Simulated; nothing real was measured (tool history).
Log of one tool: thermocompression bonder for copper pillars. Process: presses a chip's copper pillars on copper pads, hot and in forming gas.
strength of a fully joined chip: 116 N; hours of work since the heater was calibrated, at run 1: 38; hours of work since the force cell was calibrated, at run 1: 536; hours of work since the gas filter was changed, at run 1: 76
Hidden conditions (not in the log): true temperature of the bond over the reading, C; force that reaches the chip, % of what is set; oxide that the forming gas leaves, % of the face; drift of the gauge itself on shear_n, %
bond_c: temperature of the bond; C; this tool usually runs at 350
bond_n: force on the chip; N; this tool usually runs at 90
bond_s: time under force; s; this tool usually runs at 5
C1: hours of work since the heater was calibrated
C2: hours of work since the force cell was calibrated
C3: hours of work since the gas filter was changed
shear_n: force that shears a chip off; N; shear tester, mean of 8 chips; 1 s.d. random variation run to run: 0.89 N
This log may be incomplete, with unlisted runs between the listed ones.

{"run": 1, "hour": 0.0, "bond_c": 350, "bond_n": 90, "bond_s": 5, "C1": 38, "C2": 536, "C3": 76, "shear_n": 70.2}
{"run": 2, "hour": 13.8, "bond_c": 350, "bond_n": 90, "bond_s": 5, "C1": 48, "C2": 546, "C3": 86, "shear_n": 69.2}
{"run": 3, "hour": 27.9, "bond_c": 350, "bond_n": 90, "bond_s": 5, "C1": 58, "C2": 557, "C3": 96, "shear_n": 69.1}
{"run": 4, "hour": 45.7, "bond_c": 350, "bond_n": 119, "bond_s": 5, "C1": 71, "C2": 570, "C3": 110, "shear_n": 75.2}
{"run": 5, "hour": 54.8, "bond_c": 350, "bond_n": 119, "bond_s": 5, "C1": 78, "C2": 577, "C3": 116, "shear_n": 73.5}
{"hour": 73.5, "done": "forming gas filter changed"}
{"run": 6, "hour": 73.9, "bond_c": 350, "bond_n": 119, "bond_s": 5, "C1": 92, "C2": 590, "C3": 0, "shear_n": 83.8}
{"run": 7, "hour": 84.1, "bond_c": 350, "bond_n": 90, "bond_s": 3, "C1": 100, "C2": 598, "C3": 8, "shear_n": 63.3}
{"run": 8, "hour": 102.7, "bond_c": 350, "bond_n": 90, "bond_s": 3, "C1": 113, "C2": 612, "C3": 22, "shear_n": 63.4}
{"run": 9, "hour": 114.2, "bond_c": 350, "bond_n": 90, "bond_s": 3, "C1": 122, "C2": 620, "C3": 30, "shear_n": 61.9}
{"run": 10, "hour": 130.0, "bond_c": 350, "bond_n": 90, "bond_s": 3, "C1": 134, "C2": 632, "C3": 42, "shear_n": 60}
{"run": 11, "hour": 140.9, "bond_c": 350, "bond_n": 90, "bond_s": 3, "C1": 142, "C2": 640, "C3": 50, "shear_n": 61.7}
{"run": 12, "hour": 149.2, "bond_c": 378, "bond_n": 90, "bond_s": 5, "C1": 148, "C2": 646, "C3": 56, "shear_n": 85.2}
{"run": 13, "hour": 159.1, "bond_c": 378, "bond_n": 90, "bond_s": 5, "C1": 155, "C2": 654, "C3": 64, "shear_n": 83.5}
{"run": 14, "hour": 176.4, "bond_c": 378, "bond_n": 90, "bond_s": 5, "C1": 168, "C2": 666, "C3": 76, "shear_n": 84.4}
{"run": 15, "hour": 192.0, "bond_c": 378, "bond_n": 90, "bond_s": 5, "C1": 180, "C2": 678, "C3": 88, "shear_n": 82.1}
{"run": 16, "hour": 205.0, "bond_c": 378, "bond_n": 90, "bond_s": 5, "C1": 189, "C2": 688, "C3": 98, "shear_n": 83.7}
{"run": 17, "hour": 221.2, "bond_c": 378, "bond_n": 90, "bond_s": 5, "C1": 201, "C2": 700, "C3": 110, "shear_n": 80.7}
{"run": 18, "hour": 236.9, "bond_c": 378, "bond_n": 90, "bond_s": 5, "C1": 213, "C2": 711, "C3": 121, "shear_n": 79.5}
{"hour": 249.5, "done": "forming gas filter changed"}
{"run": 19, "hour": 254.0, "bond_c": 378, "bond_n": 90, "bond_s": 5, "C1": 225, "C2": 724, "C3": 3, "shear_n": 89.5}
{"run": 20, "hour": 263.4, "bond_c": 378, "bond_n": 125, "bond_s": 5, "C1": 232, "C2": 731, "C3": 10, "shear_n": 99.5}
{"hour": 266.5, "done": "heater calibrated with a thermocouple chip"}
{"run": 21, "hour": 284.4, "bond_c": 350, "bond_n": 90, "bond_s": 5, "C1": 13, "C2": 745, "C3": 24, "shear_n": 71.7}
{"run": 22, "hour": 300.0, "bond_c": 350, "bond_n": 87, "bond_s": 11, "C1": 25, "C2": 756, "C3": 36, "shear_n": 85.5}
{"hour": 306.0, "done": "heater calibrated with a thermocouple chip, once more"}
{"run": 23, "hour": 319.2, "bond_c": 324, "bond_n": 64, "bond_s": 9, "C1": 10, "C2": 769, "C3": 49, "shear_n": 56.8}
{"run": 24, "hour": 333.5, "bond_c": 321, "bond_n": 79, "bond_s": 9, "C1": 20, "C2": 780, "C3": 59, "shear_n": 60.8}
{"run": 25, "hour": 351.2, "bond_c": 321, "bond_n": 79, "bond_s": 9, "C1": 34, "C2": 793, "C3": 73, "shear_n": 60.7}
{"run": 26, "hour": 368.4, "bond_c": 336, "bond_n": 132, "bond_s": 8, "C1": 46, "C2": 806, "C3": 85, "shear_n": 81.9}
{"run": 27, "hour": 381.0, "bond_c": 359, "bond_n": 90, "bond_s": 12, "C1": 56, "C2": 815, "C3": 95, "shear_n": 89.7}
{"run": 28, "hour": 391.7, "bond_c": 378, "bond_n": 90, "bond_s": 3, "C1": 64, "C2": 823, "C3": 103, "shear_n": 71.4}
{"run": 29, "hour": 410.4, "bond_c": 350, "bond_n": 90, "bond_s": 9, "C1": 78, "C2": 837, "C3": 117, "shear_n": 76.8}
{"run": 30, "hour": 424.2, "bond_c": 341, "bond_n": 117, "bond_s": 4, "C1": 88, "C2": 847, "C3": 127, "shear_n": 63.7}
{"hour": 428.6, "done": "forming gas filter changed"}
{"run": 31, "hour": 442.0, "bond_c": 331, "bond_n": 131, "bond_s": 8, "C1": 101, "C2": 860, "C3": 10, "shear_n": 84.7}
{"run": 32, "hour": 458.2, "bond_c": 344, "bond_n": 118, "bond_s": 11, "C1": 113, "C2": 872, "C3": 22, "shear_n": 91.1}
{"run": 33, "hour": 471.1, "bond_c": 344, "bond_n": 118, "bond_s": 11, "C1": 122, "C2": 882, "C3": 32, "shear_n": 92.6}
{"run": 34, "hour": 489.3, "bond_c": 344, "bond_n": 118, "bond_s": 11, "C1": 136, "C2": 895, "C3": 45, "shear_n": 92.5}
{"run": 35, "hour": 500.4, "bond_c": 369, "bond_n": 128, "bond_s": 11, "C1": 144, "C2": 903, "C3": 53, "shear_n": 103.8}
{"run": 36, "hour": 515.2, "bond_c": 369, "bond_n": 128, "bond_s": 4, "C1": 155, "C2": 914, "C3": 64, "shear_n": 85.7}
{"run": 37, "hour": 527.0, "bond_c": 353, "bond_n": 102, "bond_s": 4, "C1": 164, "C2": 923, "C3": 73, "shear_n": 72}
{"run": 38, "hour": 541.6, "bond_c": 353, "bond_n": 60, "bond_s": 5, "C1": 175, "C2": 934, "C3": 84, "shear_n": 59.5}
{"run": 39, "hour": 552.9, "bond_c": 376, "bond_n": 90, "bond_s": 5, "C1": 183, "C2": 942, "C3": 92, "shear_n": 80.4}
{"run": 40, "hour": 562.8, "bond_c": 328, "bond_n": 122, "bond_s": 9, "C1": 190, "C2": 950, "C3": 100, "shear_n": 74.6}
{"run": 41, "hour": 572.3, "bond_c": 328, "bond_n": 107, "bond_s": 9, "C1": 197, "C2": 957, "C3": 107, "shear_n": 69.6}

3 options for the next run, each taken on its own from the tool as it stands now. Forecast them:
{"run": "A", "hour": 580.2, "bond_c": 334, "bond_n": 90, "bond_s": 9, "C1": 203, "C2": 963, "C3": 113, "shear_n": "?"}
{"run": "B", "hour": 580.2, "bond_c": 350, "bond_n": 90, "bond_s": 10, "C1": 203, "C2": 963, "C3": 113, "shear_n": "?"}
{"run": "C", "hour": 580.2, "bond_c": 350, "bond_n": 135, "bond_s": 5, "C1": 203, "C2": 963, "C3": 113, "shear_n": "?"}

run=A shear_n=67.8
run=B shear_n=80
run=C shear_n=77.2
The same runs, with their run-to-run variation unchanged, on a tool lacking any hidden condition would have given:
run=A shear_n=75.7
run=B shear_n=89.3
run=C shear_n=86.2
